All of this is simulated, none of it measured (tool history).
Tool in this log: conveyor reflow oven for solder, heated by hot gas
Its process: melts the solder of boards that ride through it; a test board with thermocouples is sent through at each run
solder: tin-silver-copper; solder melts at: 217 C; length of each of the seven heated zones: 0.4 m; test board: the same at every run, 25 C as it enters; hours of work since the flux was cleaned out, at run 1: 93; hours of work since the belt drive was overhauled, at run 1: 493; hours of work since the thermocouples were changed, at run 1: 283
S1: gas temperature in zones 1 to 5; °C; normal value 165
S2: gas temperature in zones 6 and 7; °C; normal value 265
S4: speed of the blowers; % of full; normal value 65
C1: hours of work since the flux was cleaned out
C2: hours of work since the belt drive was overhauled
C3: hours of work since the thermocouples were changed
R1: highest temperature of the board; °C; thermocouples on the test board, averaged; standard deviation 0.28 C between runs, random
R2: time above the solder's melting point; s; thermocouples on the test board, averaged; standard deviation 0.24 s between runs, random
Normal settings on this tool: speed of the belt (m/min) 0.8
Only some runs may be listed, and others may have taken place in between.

Run 1, day 0: usual settings; C1 93; C2 493; C3 283. Result: R1 245.6 °C, R2 38 s.
Run 2, day 0.521: usual settings; C1 102; C2 502; C3 291. Result: R1 245.5 °C, R2 38.4 s.
Run 3, day 1.246: usual settings but S1 155 °C; C1 114; C2 514; C3 304. Result: R1 243.1 °C, R2 34.7 s.
Run 4, day 1.933: usual settings but S1 155 °C; C1 125; C2 525; C3 315. Result: R1 243.4 °C, R2 34 s.
Run 5, day 2.412: usual settings but S1 154 °C; C1 133; C2 533; C3 323. Result: R1 243 °C, R2 33.6 s.
Run 6, day 3.125: usual settings but speed of the belt (m/min) 0.759; C1 145; C2 545; C3 335. Result: R1 246.8 °C, R2 41.6 s.
Run 7, day 3.546: usual settings but S1 166 °C, speed of the belt (m/min) 0.759; C1 152; C2 552; C3 342. Result: R1 246.9 °C, R2 42.1 s.
Run 8, day 4.142: usual settings but S1 166 °C, speed of the belt (m/min) 0.759; C1 162; C2 562; C3 352. Result: R1 247.1 °C, R2 41.6 s.
Run 9, day 4.542: usual settings but S1 166 °C, speed of the belt (m/min) 0.759; C1 169; C2 569; C3 358. Result: R1 246.9 °C, R2 41.6 s.
Run 10, day 4.858: usual settings; C1 174; C2 574; C3 364. Result: R1 244.8 °C, R2 37.6 s.
Run 11, day 5.254: usual settings; C1 180; C2 581; C3 370. Result: R1 244.6 °C, R2 37.6 s.
Run 12, day 5.646: usual settings; C1 187; C2 587; C3 377. Result: R1 244.6 °C, R2 37.3 s.
Run 13, day 6.367: usual settings but speed of the belt (m/min) 0.855; C1 199; C2 599; C3 389. Result: R1 242 °C, R2 32 s.
Run 14, day 6.921: usual settings but speed of the belt (m/min) 0.855; C1 208; C2 608; C3 398. Result: R1 241.1 °C, R2 32.3 s.
Run 15, day 7.442: usual settings but speed of the belt (m/min) 0.855; C1 217; C2 617; C3 407. Result: R1 240.8 °C, R2 32.2 s.
Run 16, day 7.829: usual settings but speed of the belt (m/min) 0.782; C1 223; C2 624; C3 413. Result: R1 245.1 °C, R2 38.7 s.
Run 17, day 8.288: usual settings but S2 273 °C; C1 231; C2 631; C3 421. Result: R1 250.7 °C, R2 41.3 s.
At day 8.854: flux residue cleaned out of gas plates and filters.
Run 18, day 9.183: usual settings but S1 166 °C, S2 273 °C, S4 71 % of full; C1 5; C2 643; C3 432. Result: R1 251 °C, R2 42 s.
Run 19, day 9.738: usual settings but S2 267 °C, speed of the belt (m/min) 0.955; C1 15; C2 652; C3 442. Result: R1 236.5 °C, R2 23.3 s.
Run 20, day 10.3: usual settings but S1 174 °C, S4 75 % of full; C1 24; C2 661; C3 451. Result: R1 246.3 °C, R2 41.4 s.
Run 21, day 10.708: usual settings but S1 162 °C, S4 57 % of full; C1 31; C2 668; C3 458. Result: R1 238.5 °C, R2 30.4 s.
Run 22, day 11.442: usual settings but S1 156 °C, S2 279 °C, speed of the belt (m/min) 0.734, S4 66 % of full; C1 43; C2 680; C3 470. Result: R1 255.4 °C, R2 46.9 s.
Run 23, day 12.025: usual settings but S4 58 % of full; C1 53; C2 690; C3 480. Result: R1 239.1 °C, R2 31.8 s.
Run 24, day 12.438: usual settings but S1 161 °C, S2 255 °C, speed of the belt (m/min) 0.647, S4 84 % of full; C1 60; C2 697; C3 487. Result: R1 243 °C, R2 46.6 s.
At day 12.946: flux residue cleaned out of gas plates and filters, once more.
Run 25, day 12.979: usual settings but S1 152 °C; C1 1; C2 702; C3 492. Result: R1 243.2 °C, R2 34.6 s.
Run 26, day 13.721: usual settings but S1 162 °C, S2 259 °C; C1 13; C2 715; C3 504. Result: R1 240.3 °C, R2 33.7 s.
Run 27, day 14.225: usual settings but S1 162 °C, S2 278 °C, S4 60 % of full; C1 21; C2 723; C3 513. Result: R1 254.4 °C, R2 43.2 s.
Run 28, day 14.683: usual settings but S1 162 °C, S2 278 °C, S4 60 % of full; C1 29; C2 731; C3 521. Result: R1 254.2 °C, R2 43.4 s.
Run 29, day 15.338: usual settings but S1 177 °C, S2 255 °C, speed of the belt (m/min) 0.657, S4 54 % of full; C1 40; C2 742; C3 531. Result: R1 241.3 °C, R2 48.9 s.
Run 30, day 15.738: usual settings but S1 161 °C, S2 255 °C, speed of the belt (m/min) 0.657, S4 54 % of full; C1 46; C2 748; C3 538. Result: R1 238.5 °C, R2 40.2 s.
Run 31, day 16.354: usual settings but S1 161 °C, S2 255 °C, speed of the belt (m/min) 0.657, S4 54 % of full; C1 57; C2 759; C3 548. Result: R1 239 °C, R2 41 s.

Forecast each of these 3 alternatives for the next run:
Run A, day 16.833: usual settings but S1 161 °C, S2 262 °C, speed of the belt (m/min) 0.657, S4 54 % of full; C1 65; C2 767; C3 556. Result: R1 ?, R2 ?.
Run B, day 16.833: usual settings but S1 169 °C, speed of the belt (m/min) 0.659, S4 55 % of full; C1 65; C2 767; C3 556. Result: R1 ?, R2 ?.
Run C, day 16.833: usual settings but S1 168 °C, S2 255 °C, speed of the belt (m/min) 0.657, S4 59 % of full; C1 65; C2 767; C3 556. Result: R1 ?, R2 ?.

run     R1    R2
  A  244.8  46.4
  B  249.5  51.3
  C  240.7  45.8
With no hidden state in the tool, these same runs would have given:
run     R1    R2
  A  246.3  46.8
  B  250.9  51.5
  C  242.2  46.4
